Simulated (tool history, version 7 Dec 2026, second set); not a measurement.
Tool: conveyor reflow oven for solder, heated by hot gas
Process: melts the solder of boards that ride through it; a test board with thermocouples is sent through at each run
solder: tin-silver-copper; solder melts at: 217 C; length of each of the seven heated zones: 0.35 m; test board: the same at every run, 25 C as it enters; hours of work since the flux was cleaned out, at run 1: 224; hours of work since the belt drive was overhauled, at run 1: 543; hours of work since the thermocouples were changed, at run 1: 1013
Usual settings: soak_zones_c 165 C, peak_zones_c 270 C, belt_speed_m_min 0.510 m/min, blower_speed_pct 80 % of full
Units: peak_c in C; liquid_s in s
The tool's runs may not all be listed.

| run | hour | soak_zones_c | peak_zones_c | belt_speed_m_min | blower_speed_pct | hours of work since the flux was cleaned out | hours of work since the belt drive was overhauled | hours of work since the thermocouples were changed | peak_c | liquid_s |
|---|---|---|---|---|---|---|---|---|---|---|
| 1 | 0.0 | 165 | 270 | 0.510 | 80 | 224 | 543 | 1013 | 254.5 | 60.2 |
|  | 30.8 | flux residue cleaned out of gas plates and filters |
| 2 | 67.8 | 165 | 270 | 0.510 | 52 | 23 | 582 | 1053 | 249.4 | 54.8 |
| 3 | 147.1 | 165 | 270 | 0.510 | 52 | 73 | 632 | 1103 | 249.5 | 54.6 |
|  | 188.2 | thermocouples of zones 6 and 7 changed |
| 4 | 222.0 | 165 | 270 | 0.510 | 70 | 119 | 678 | 21 | 251.2 | 57.9 |
| 5 | 274.4 | 165 | 270 | 0.510 | 70 | 152 | 711 | 54 | 251.4 | 57.6 |
| 6 | 331.7 | 165 | 270 | 0.510 | 70 | 188 | 747 | 90 | 251.0 | 57.7 |
| 7 | 411.2 | 165 | 284 | 0.510 | 80 | 239 | 797 | 141 | 265.0 | 67.3 |
|  | 423.9 | flux residue cleaned out of gas plates and filters |
| 8 | 460.1 | 165 | 284 | 0.510 | 80 | 23 | 825 | 168 | 266.4 | 68.4 |
| 9 | 520.0 | 165 | 270 | 0.510 | 80 | 61 | 863 | 206 | 253.9 | 60.6 |
| 10 | 560.7 | 165 | 270 | 0.510 | 80 | 86 | 888 | 232 | 254.0 | 60.5 |
| 11 | 644.3 | 165 | 270 | 0.510 | 80 | 139 | 941 | 284 | 253.8 | 60.4 |
| 12 | 723.8 | 165 | 270 | 0.510 | 80 | 189 | 991 | 335 | 253.8 | 60.5 |
| 13 | 766.7 | 165 | 270 | 0.510 | 80 | 216 | 1018 | 362 | 253.7 | 60.1 |
|  | 811.3 | flux residue cleaned out of gas plates and filters |
| 14 | 811.3 | 165 | 270 | 0.510 | 80 | 0 | 1043 | 387 | 255.0 | 61.5 |
| 15 | 872.7 | 165 | 270 | 0.510 | 80 | 39 | 1082 | 425 | 254.9 | 61.6 |
| 16 | 946.2 | 165 | 270 | 0.510 | 80 | 85 | 1128 | 472 | 254.8 | 61.4 |
| 17 | 1025.9 | 165 | 270 | 0.510 | 80 | 135 | 1179 | 522 | 254.7 | 61.2 |
| 18 | 1072.8 | 169 | 270 | 0.501 | 80 | 165 | 1208 | 551 | 255.9 | 64.7 |
| 19 | 1164.5 | 165 | 270 | 0.413 | 57 | 223 | 1266 | 609 | 256.7 | 78.5 |
|  | 1197.1 | flux residue cleaned out of gas plates and filters |
| 20 | 1256.5 | 169 | 274 | 0.510 | 80 | 37 | 1321 | 664 | 259.5 | 66.2 |
| 21 | 1312.4 | 169 | 274 | 0.510 | 80 | 73 | 1356 | 699 | 259.5 | 66.2 |
| 22 | 1363.7 | 172 | 274 | 0.443 | 64 | 105 | 1388 | 732 | 261.5 | 79.4 |
| 23 | 1454.4 | 165 | 266 | 0.510 | 58 | 162 | 1446 | 789 | 247.0 | 54.0 |
| 24 | 1535.1 | 165 | 270 | 0.581 | 63 | 213 | 1496 | 840 | 246.1 | 45.4 |
|  | 1582.7 | flux residue cleaned out of gas plates and filters |
| 25 | 1606.2 | 165 | 285 | 0.589 | 76 | 15 | 1538 | 881 | 262.9 | 56.8 |
| 26 | 1671.3 | 165 | 285 | 0.589 | 76 | 56 | 1579 | 922 | 262.6 | 57.3 |
|  | 1686.5 | belt drive overhauled, speed set with a stopwatch |
| 27 | 1719.3 | 178 | 270 | 0.510 | 80 | 84 | 21 | 950 | 257.3 | 66.8 |
| 28 | 1758.9 | 177 | 270 | 0.518 | 80 | 109 | 46 | 975 | 256.8 | 64.6 |
| 29 | 1802.7 | 177 | 270 | 0.518 | 80 | 136 | 73 | 1003 | 256.7 | 64.6 |
| 30 | 1846.9 | 165 | 270 | 0.582 | 80 | 164 | 101 | 1031 | 250.0 | 48.5 |
| 31 | 1929.1 | 165 | 270 | 0.531 | 74 | 216 | 153 | 1082 | 252.2 | 55.3 |

Measured less the same run without the tool's hidden state. The same run-to-run variation is in both; the gauge's scatter may not be:
The hidden state here: heat that the gas passes to the board, % of a clean oven's; belt's true speed, % of the reading; true gas temperature in zones 6 and 7 over the reading, C; drift of the gauge itself on peak_c, C; drift of the gauge itself on liquid_s, %.
| run | peak_c | liquid_s |
|---|---|---|
| 1 | +1.2 | +1.1 |
| 2 | +2.5 | +2.9 |
| 3 | +2.4 | +2.8 |
| 4 | -0.1 | +0.6 |
| 5 | -0.2 | +0.5 |
| 6 | -0.2 | +0.4 |
| 7 | -0.4 | +0.5 |
| 8 | +0.8 | +1.3 |
| 9 | +0.7 | +1.3 |
| 10 | +0.6 | +1.2 |
| 11 | +0.4 | +1.1 |
| 12 | +0.3 | +1.0 |
| 13 | +0.2 | +0.9 |
| 14 | +1.6 | +2.3 |
| 15 | +1.5 | +2.2 |
| 16 | +1.3 | +2.1 |
| 17 | +1.2 | +2.0 |
| 18 | +1.1 | +1.9 |
| 19 | +1.2 | +2.5 |
| 20 | +2.1 | +2.8 |
| 21 | +2.0 | +2.7 |
| 22 | +1.9 | +3.1 |
| 23 | +1.8 | +2.9 |
| 24 | +1.5 | +2.2 |
| 25 | +2.9 | +3.2 |
| 26 | +2.8 | +3.1 |
| 27 | +1.9 | +1.1 |
| 28 | +1.8 | +1.1 |
| 29 | +1.7 | +1.1 |
| 30 | +1.3 | +0.8 |
| 31 | +1.3 | +0.8 |
